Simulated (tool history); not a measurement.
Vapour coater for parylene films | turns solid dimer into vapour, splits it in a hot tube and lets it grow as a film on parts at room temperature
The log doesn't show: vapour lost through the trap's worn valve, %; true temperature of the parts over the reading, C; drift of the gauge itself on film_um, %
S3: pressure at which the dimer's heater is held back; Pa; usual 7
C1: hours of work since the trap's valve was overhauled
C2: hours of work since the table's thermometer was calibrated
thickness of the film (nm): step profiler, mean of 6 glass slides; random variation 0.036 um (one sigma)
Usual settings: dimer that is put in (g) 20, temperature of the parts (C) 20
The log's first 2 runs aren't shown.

run 3 hour=22 | dimer_that_is_put_in_(g)=20 temperature_of_the_parts_(C)=20 S3=7.68 | C1=27 C2=228 | thickness_of_the_film_(nm)=3700
run 4 hour=33 | dimer_that_is_put_in_(g)=20 temperature_of_the_parts_(C)=20 S3=7.68 | C1=34 C2=235 | thickness_of_the_film_(nm)=3630
run 5 hour=41.6 | dimer_that_is_put_in_(g)=20 temperature_of_the_parts_(C)=20 S3=7 | C1=39 C2=241 | thickness_of_the_film_(nm)=3730
run 6 hour=50.4 | dimer_that_is_put_in_(g)=20 temperature_of_the_parts_(C)=20 S3=7 | C1=45 C2=246 | thickness_of_the_film_(nm)=3720
run 7 hour=64.3 | dimer_that_is_put_in_(g)=20 temperature_of_the_parts_(C)=20 S3=7 | C1=54 C2=255 | thickness_of_the_film_(nm)=3680
run 8 hour=78.4 | dimer_that_is_put_in_(g)=20 temperature_of_the_parts_(C)=20 S3=7 | C1=63 C2=264 | thickness_of_the_film_(nm)=3720
run 9 hour=86.3 | dimer_that_is_put_in_(g)=25 temperature_of_the_parts_(C)=20 S3=7 | C1=68 C2=270 | thickness_of_the_film_(nm)=4570
run 10 hour=100.5 | dimer_that_is_put_in_(g)=25 temperature_of_the_parts_(C)=20 S3=7 | C1=77 C2=279 | thickness_of_the_film_(nm)=4570
run 11 hour=107.7 | dimer_that_is_put_in_(g)=25 temperature_of_the_parts_(C)=20 S3=7 | C1=82 C2=283 | thickness_of_the_film_(nm)=4590
run 12 hour=119.4 | dimer_that_is_put_in_(g)=25 temperature_of_the_parts_(C)=20 S3=7 | C1=90 C2=291 | thickness_of_the_film_(nm)=4590
run 13 hour=133.5 | dimer_that_is_put_in_(g)=24 temperature_of_the_parts_(C)=20 S3=7 | C1=99 C2=300 | thickness_of_the_film_(nm)=4340
run 14 hour=146.7 | dimer_that_is_put_in_(g)=20 temperature_of_the_parts_(C)=20 S3=7 | C1=107 C2=309 | thickness_of_the_film_(nm)=3600
run 15 hour=153.3 | dimer_that_is_put_in_(g)=20 temperature_of_the_parts_(C)=20 S3=7 | C1=112 C2=313 | thickness_of_the_film_(nm)=3630
run 16 hour=159.4 | dimer_that_is_put_in_(g)=20 temperature_of_the_parts_(C)=14 S3=7 | C1=116 C2=317 | thickness_of_the_film_(nm)=4300
run 17 hour=169.3 | dimer_that_is_put_in_(g)=20 temperature_of_the_parts_(C)=14 S3=7 | C1=122 C2=323 | thickness_of_the_film_(nm)=4160
run 18 hour=175.8 | dimer_that_is_put_in_(g)=20 temperature_of_the_parts_(C)=14 S3=7 | C1=126 C2=328 | thickness_of_the_film_(nm)=4230
run 19 hour=185.4 | dimer_that_is_put_in_(g)=20 temperature_of_the_parts_(C)=14 S3=7 | C1=132 C2=334 | thickness_of_the_film_(nm)=4160
run 20 hour=198.8 | dimer_that_is_put_in_(g)=20 temperature_of_the_parts_(C)=20 S3=7 | C1=141 C2=342 | thickness_of_the_film_(nm)=3490
run 21 hour=210.1 | dimer_that_is_put_in_(g)=20 temperature_of_the_parts_(C)=20 S3=7 | C1=148 C2=350 | thickness_of_the_film_(nm)=3430
run 22 hour=218.9 | dimer_that_is_put_in_(g)=20 temperature_of_the_parts_(C)=20 S3=7 | C1=154 C2=355 | thickness_of_the_film_(nm)=3470
run 23 hour=230.6 | dimer_that_is_put_in_(g)=20 temperature_of_the_parts_(C)=20 S3=7 | C1=162 C2=363 | thickness_of_the_film_(nm)=3460
run 24 hour=240.7 | dimer_that_is_put_in_(g)=20 temperature_of_the_parts_(C)=20 S3=7 | C1=168 C2=370 | thickness_of_the_film_(nm)=3440
-- hour=242.5 table's thermometer calibrated
run 25 hour=249.5 | dimer_that_is_put_in_(g)=20 temperature_of_the_parts_(C)=24 S3=11.59 | C1=173 C2=5 | thickness_of_the_film_(nm)=2870
run 26 hour=257.5 | dimer_that_is_put_in_(g)=11 temperature_of_the_parts_(C)=12 S3=7.01 | C1=179 C2=10 | thickness_of_the_film_(nm)=2400

The next listed run, before its measurement:
run 27 hour=267.3 | dimer_that_is_put_in_(g)=11 temperature_of_the_parts_(C)=12 S3=7.01 | C1=185 C2=16 | thickness_of_the_film_(nm)=?

{"run 27": {"thickness of the film (nm)": 2390}}
Without the tool's hidden state the same run would have given thickness of the film (nm) 2640.
